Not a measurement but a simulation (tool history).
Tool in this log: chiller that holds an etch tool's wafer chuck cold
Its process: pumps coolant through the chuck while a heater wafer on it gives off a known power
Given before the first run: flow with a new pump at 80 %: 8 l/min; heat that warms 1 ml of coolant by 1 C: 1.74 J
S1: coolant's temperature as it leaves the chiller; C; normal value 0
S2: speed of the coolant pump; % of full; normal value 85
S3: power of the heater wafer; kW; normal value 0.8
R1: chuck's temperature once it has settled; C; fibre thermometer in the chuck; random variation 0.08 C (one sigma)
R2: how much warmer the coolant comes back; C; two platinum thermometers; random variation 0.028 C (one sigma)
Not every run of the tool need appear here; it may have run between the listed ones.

run,hour,S1,S2,S3,R1,R2
1,0,0,85,0.8,6.06,3.18
2,48.3,0,85,0.8,5.93,3.24
3,99.7,0,85,0.8,5.97,3.3
4,147.4,0,99,0.8,5.27,2.71
5,198.2,0,99,0.8,5.29,2.7
6,297.4,0,88,0.8,5.84,3.12
7,351.1,0,88,0.8,5.8,3.1
8,413,0,88,0.8,5.91,3.09
9,502.5,0,88,0.8,5.8,3.01
10,590.5,0,88,0.8,5.92,3.12
# hour 600.5: chiller's thermometer calibrated
# hour 620.6: coolant changed, channels flushed
11,638.4,0,88,0.8,5.93,3.08
12,729.9,0,88,0.8,5.87,3.12
13,794.7,0,71,1.082,9.47,5.3
14,867.6,0,71,1.082,9.42,5.37
15,937.5,0,71,1.082,9.3,5.34
16,981.8,7,77,0.867,14.05,3.94
17,1078.9,7,77,0.867,13.93,3.89
18,1177,7,77,0.867,13.98,3.92
19,1232.2,7,77,0.867,14.02,3.92
20,1307.7,7,77,0.867,14.01,3.88
21,1369.3,7,77,0.867,14.05,3.87
22,1439.6,7,77,0.867,14.12,3.94
23,1499.7,7,77,0.867,13.91,3.92
24,1571.7,0,70,0.8,7,4.02

Below are 4 alternative next runs, each starting from the tool's condition after run 24. Predict each:
A,1614.8,7,70,0.8,?,?
B,1614.8,-3,85,0.443,?,?
C,1614.8,6,85,0.8,?,?
D,1614.8,3,92,0.794,?,?

run,R1,R2
A,14.09,3.96
B,0.28,1.78
C,11.97,3.19
D,8.55,2.93
Without the tool's hidden state the same runs would have given:
run,R1,R2
A,14.08,3.96
B,0.27,1.78
C,11.97,3.18
D,8.54,2.93

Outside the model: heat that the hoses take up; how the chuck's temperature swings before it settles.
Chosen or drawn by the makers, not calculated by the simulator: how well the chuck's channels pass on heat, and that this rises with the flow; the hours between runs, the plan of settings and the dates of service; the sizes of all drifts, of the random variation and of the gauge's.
